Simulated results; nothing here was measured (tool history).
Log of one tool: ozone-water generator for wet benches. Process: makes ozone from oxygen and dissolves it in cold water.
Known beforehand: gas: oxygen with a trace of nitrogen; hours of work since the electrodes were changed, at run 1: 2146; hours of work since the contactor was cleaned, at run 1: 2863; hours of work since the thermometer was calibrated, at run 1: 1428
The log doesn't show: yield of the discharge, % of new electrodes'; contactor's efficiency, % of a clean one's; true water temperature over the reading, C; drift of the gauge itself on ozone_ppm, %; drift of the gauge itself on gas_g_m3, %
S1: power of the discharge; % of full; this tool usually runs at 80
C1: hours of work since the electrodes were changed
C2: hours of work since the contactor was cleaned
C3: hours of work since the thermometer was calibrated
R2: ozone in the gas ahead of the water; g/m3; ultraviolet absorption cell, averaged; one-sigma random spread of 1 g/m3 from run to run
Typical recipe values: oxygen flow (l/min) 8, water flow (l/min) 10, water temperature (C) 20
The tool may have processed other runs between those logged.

Run 1, hour 0: usual settings; C1 2146; C2 2863; C3 1428. Result: dissolved ozone (ppm) 30, R2 172.1 g/m3.
Run 2, hour 118: usual settings; C1 2222; C2 2938; C3 1504. Result: dissolved ozone (ppm) 29.7, R2 174.9 g/m3.
Run 3, hour 234: usual settings; C1 2296; C2 3012; C3 1578. Result: dissolved ozone (ppm) 29.5, R2 171.9 g/m3.
Run 4, hour 357.4: usual settings; C1 2374; C2 3091; C3 1656. Result: dissolved ozone (ppm) 29.4, R2 172.1 g/m3.
Run 5, hour 437.2: usual settings but water temperature (C) 12; C1 2425; C2 3142; C3 1707. Result: dissolved ozone (ppm) 35.1, R2 172.8 g/m3.
At hour 450.4: water thermometer calibrated.
Run 6, hour 539: usual settings but water temperature (C) 12; C1 2490; C2 3207; C3 57. Result: dissolved ozone (ppm) 35, R2 169.9 g/m3.
Run 7, hour 615.1: usual settings but water temperature (C) 12; C1 2538; C2 3255; C3 105. Result: dissolved ozone (ppm) 34.8, R2 170.6 g/m3.
Run 8, hour 720.1: usual settings but S1 60 % of full, water temperature (C) 14; C1 2605; C2 3322; C3 172. Result: dissolved ozone (ppm) 28, R2 144.1 g/m3.
Run 9, hour 818.5: usual settings but S1 94 % of full, water flow (l/min) 9, water temperature (C) 22; C1 2668; C2 3385; C3 235. Result: dissolved ozone (ppm) 32.9, R2 187.1 g/m3.
Run 10, hour 887.3: usual settings but S1 76 % of full, water flow (l/min) 14, water temperature (C) 14; C1 2712; C2 3429; C3 279. Result: dissolved ozone (ppm) 25.5, R2 167.5 g/m3.
Run 11, hour 1023: usual settings but S1 74 % of full, water flow (l/min) 11, water temperature (C) 14; C1 2799; C2 3516; C3 365. Result: dissolved ozone (ppm) 29.7, R2 162.6 g/m3.
At hour 1089.3: water thermometer calibrated, once more.
At hour 1104.6: contactor cleaned.
Run 12, hour 1148.2: usual settings but oxygen flow (l/min) 8.92, water flow (l/min) 8, water temperature (C) 19; C1 2876; C2 28; C3 35. Result: dissolved ozone (ppm) 33.9, R2 157.9 g/m3.
Run 13, hour 1266: usual settings but oxygen flow (l/min) 8.92, water flow (l/min) 8, water temperature (C) 19; C1 2951; C2 103; C3 110. Result: dissolved ozone (ppm) 33.5, R2 158.1 g/m3.
Run 14, hour 1333.5: usual settings; C1 2994; C2 146; C3 153. Result: dissolved ozone (ppm) 30.7, R2 167.5 g/m3.

Branching from run 14: 4 alternative next runs. What would each branch give?
Run A, hour 1470: usual settings but S1 46 % of full, oxygen flow (l/min) 10.93; C1 3081; C2 233; C3 240. Result: dissolved ozone (ppm) ?, R2 ?.
Run B, hour 1470: usual settings but water flow (l/min) 15; C1 3081; C2 233; C3 240. Result: dissolved ozone (ppm) ?, R2 ?.
Run C, hour 1470: usual settings but water temperature (C) 21; C1 3081; C2 233; C3 240. Result: dissolved ozone (ppm) ?, R2 ?.
Run D, hour 1470: usual settings but S1 92 % of full, water temperature (C) 17; C1 3081; C2 233; C3 240. Result: dissolved ozone (ppm) ?, R2 ?.

run  dissolved ozone (ppm)     R2
  A                   19.2   98.2
  B                   23.1  168.3
  C                   29.6  167.3
  D                   35.4  183.3
Stripped of hidden state, with their random variation kept, the same runs would have yielded:
run  dissolved ozone (ppm)     R2
  A                   20.5  104.7
  B                   25.5  184.8
  C                   32.6  183.7
  D                   39.3  202.8
